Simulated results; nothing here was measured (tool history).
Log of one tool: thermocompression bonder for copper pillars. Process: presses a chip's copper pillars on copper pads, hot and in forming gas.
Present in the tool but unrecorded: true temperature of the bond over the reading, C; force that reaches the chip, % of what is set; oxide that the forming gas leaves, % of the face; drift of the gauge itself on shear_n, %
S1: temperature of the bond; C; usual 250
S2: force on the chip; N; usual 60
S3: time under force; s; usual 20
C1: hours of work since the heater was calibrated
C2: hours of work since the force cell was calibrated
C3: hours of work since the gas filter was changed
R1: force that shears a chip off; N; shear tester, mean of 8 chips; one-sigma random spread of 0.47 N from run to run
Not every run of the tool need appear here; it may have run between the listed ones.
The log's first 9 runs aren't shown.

| run | day | S1 | S2 | S3 | C1 | C2 | C3 | R1 |
|---|---|---|---|---|---|---|---|---|
| 10 | 17.867 | 250 | 89 | 20 | 542 | 499 | 181 | 73.8 |
|  | 19.133 | forming gas filter changed |
| 11 | 19.421 | 250 | 60 | 20 | 559 | 517 | 3 | 53.4 |
| 12 | 21.158 | 250 | 64 | 20 | 579 | 537 | 23 | 57.0 |
| 13 | 22.612 | 250 | 64 | 20 | 595 | 553 | 40 | 57.1 |
| 14 | 24.138 | 250 | 64 | 20 | 613 | 570 | 57 | 56.4 |
| 15 | 25.821 | 250 | 60 | 20 | 632 | 590 | 76 | 52.8 |
| 16 | 28.042 | 250 | 60 | 20 | 657 | 615 | 101 | 51.6 |
| 17 | 30.521 | 250 | 60 | 20 | 685 | 643 | 129 | 52.6 |
| 18 | 33.238 | 250 | 60 | 20 | 716 | 674 | 160 | 51.6 |
| 19 | 34.496 | 250 | 60 | 20 | 730 | 688 | 175 | 52.3 |
|  | 36.362 | forming gas filter changed |
| 20 | 37.108 | 250 | 60 | 20 | 760 | 718 | 8 | 54.3 |
| 21 | 39.562 | 250 | 60 | 43 | 788 | 745 | 36 | 72.0 |
| 22 | 42.129 | 263 | 89 | 34 | 817 | 775 | 66 | 99.2 |
|  | 42.375 | force cell calibrated |
| 23 | 43.900 | 263 | 89 | 24 | 836 | 17 | 85 | 91.4 |
| 24 | 45.317 | 263 | 89 | 24 | 852 | 33 | 101 | 91.3 |
|  | 46.475 | force cell calibrated, once more |
| 25 | 47.888 | 272 | 67 | 14 | 881 | 16 | 130 | 60.9 |
| 26 | 50.029 | 272 | 57 | 14 | 905 | 40 | 154 | 52.5 |
| 27 | 51.483 | 272 | 43 | 38 | 922 | 57 | 170 | 60.5 |
| 28 | 52.908 | 272 | 43 | 38 | 938 | 73 | 187 | 61.0 |
|  | 53.846 | forming gas filter changed |
| 29 | 54.992 | 231 | 60 | 51 | 961 | 97 | 13 | 58.8 |

Run 30 has not been measured yet. What should we expect?
| 30 | 56.771 | 231 | 60 | 51 | 982 | 117 | 33 | ? |

For run 30 the tool returned R1 58.5 N.
If the tool had no hidden condition, the same run with the same run-to-run variation would have returned R1 61.7 N.

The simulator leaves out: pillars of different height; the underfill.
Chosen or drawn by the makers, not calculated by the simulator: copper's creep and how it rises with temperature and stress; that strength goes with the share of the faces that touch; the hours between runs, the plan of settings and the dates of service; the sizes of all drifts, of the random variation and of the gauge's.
